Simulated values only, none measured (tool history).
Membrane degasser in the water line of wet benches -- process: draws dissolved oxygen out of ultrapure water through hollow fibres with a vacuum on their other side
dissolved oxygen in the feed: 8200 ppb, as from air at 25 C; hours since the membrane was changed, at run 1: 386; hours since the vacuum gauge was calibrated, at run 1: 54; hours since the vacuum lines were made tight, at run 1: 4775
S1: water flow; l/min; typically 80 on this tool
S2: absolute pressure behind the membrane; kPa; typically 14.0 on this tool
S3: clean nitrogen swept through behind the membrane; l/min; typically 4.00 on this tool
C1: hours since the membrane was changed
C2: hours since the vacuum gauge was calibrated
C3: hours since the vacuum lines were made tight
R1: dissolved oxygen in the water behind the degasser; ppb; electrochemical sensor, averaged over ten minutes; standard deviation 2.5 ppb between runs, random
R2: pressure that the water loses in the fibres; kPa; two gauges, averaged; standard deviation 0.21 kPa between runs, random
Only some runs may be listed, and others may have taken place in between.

{"run": 1, "hour": 0.0, "S1": 80, "S2": 14.0, "S3": 4.0, "C1": 386, "C2": 54, "C3": 4775, "R1": 463.9, "R2": 49.59}
{"run": 2, "hour": 40.2, "S1": 80, "S2": 14.0, "S3": 4.0, "C1": 426, "C2": 94, "C3": 4815, "R1": 462.5, "R2": 49.19}
{"run": 3, "hour": 85.2, "S1": 80, "S2": 14.0, "S3": 4.0, "C1": 471, "C2": 139, "C3": 4860, "R1": 465.1, "R2": 48.86}
{"run": 4, "hour": 130.9, "S1": 80, "S2": 14.0, "S3": 4.0, "C1": 517, "C2": 185, "C3": 4905, "R1": 463.4, "R2": 49.26}
{"run": 5, "hour": 182.9, "S1": 80, "S2": 14.0, "S3": 3.94, "C1": 569, "C2": 237, "C3": 4957, "R1": 466.8, "R2": 49.54}
{"run": 6, "hour": 207.6, "S1": 80, "S2": 14.0, "S3": 3.94, "C1": 593, "C2": 261, "C3": 4982, "R1": 469.0, "R2": 49.17}
{"run": 7, "hour": 238.9, "S1": 80, "S2": 14.0, "S3": 3.94, "C1": 625, "C2": 293, "C3": 5013, "R1": 479.4, "R2": 49.14}
{"run": 8, "hour": 289.1, "S1": 53, "S2": 14.0, "S3": 4.0, "C1": 675, "C2": 343, "C3": 5064, "R1": 327.0, "R2": 32.8}
{"run": 9, "hour": 339.3, "S1": 53, "S2": 14.0, "S3": 4.0, "C1": 725, "C2": 393, "C3": 5114, "R1": 326.7, "R2": 32.47}
{"run": 10, "hour": 391.1, "S1": 53, "S2": 14.0, "S3": 4.0, "C1": 777, "C2": 445, "C3": 5166, "R1": 330.4, "R2": 32.61}
{"run": 11, "hour": 428.6, "S1": 53, "S2": 14.0, "S3": 4.0, "C1": 814, "C2": 482, "C3": 5203, "R1": 328.9, "R2": 32.85}
{"hour": 430.7, "done": "gauge calibrated"}
{"run": 12, "hour": 477.4, "S1": 53, "S2": 14.0, "S3": 4.0, "C1": 863, "C2": 531, "C3": 5252, "R1": 322.1, "R2": 32.63}
{"run": 13, "hour": 515.5, "S1": 94, "S2": 17.1, "S3": 4.0, "C1": 901, "C2": 569, "C3": 5290, "R1": 671.1, "R2": 57.78}
{"run": 14, "hour": 554.0, "S1": 97, "S2": 11.9, "S3": 4.0, "C1": 940, "C2": 608, "C3": 5329, "R1": 445.0, "R2": 59.23}
{"run": 15, "hour": 604.2, "S1": 50, "S2": 22.1, "S3": 2.99, "C1": 990, "C2": 658, "C3": 5379, "R1": 677.7, "R2": 30.75}
{"run": 16, "hour": 638.3, "S1": 50, "S2": 26.0, "S3": 2.99, "C1": 1024, "C2": 692, "C3": 5413, "R1": 797.4, "R2": 31.1}
{"run": 17, "hour": 682.6, "S1": 124, "S2": 18.8, "S3": 8.44, "C1": 1068, "C2": 736, "C3": 5457, "R1": 517.2, "R2": 76.47}
{"run": 18, "hour": 728.9, "S1": 124, "S2": 18.8, "S3": 8.44, "C1": 1115, "C2": 783, "C3": 5503, "R1": 522.5, "R2": 76.56}
{"run": 19, "hour": 752.1, "S1": 68, "S2": 18.5, "S3": 3.28, "C1": 1138, "C2": 806, "C3": 5527, "R1": 672.9, "R2": 41.69}
{"run": 20, "hour": 800.4, "S1": 112, "S2": 14.8, "S3": 4.0, "C1": 1186, "C2": 854, "C3": 5575, "R1": 666.9, "R2": 68.76}
{"run": 21, "hour": 829.5, "S1": 121, "S2": 11.7, "S3": 4.76, "C1": 1215, "C2": 883, "C3": 5604, "R1": 462.6, "R2": 74.4}
{"run": 22, "hour": 873.2, "S1": 121, "S2": 11.7, "S3": 4.76, "C1": 1259, "C2": 927, "C3": 5648, "R1": 467.3, "R2": 74.58}
{"run": 23, "hour": 911.4, "S1": 121, "S2": 11.7, "S3": 4.76, "C1": 1297, "C2": 965, "C3": 5686, "R1": 465.1, "R2": 73.9}

Describe how what the log doesn't record of the tool's condition differs between the last listed run preceding each entry between runs and the first listed run following it.
Runs 11 to 12: gauge calibrated (hour 430.7)
  drift of the gauge itself on oxygen_ppb, %: 2.78 -> 0.3
  what was measured, less what the result would be without the hidden state, R1: +9.0 -> +1.0 ppb
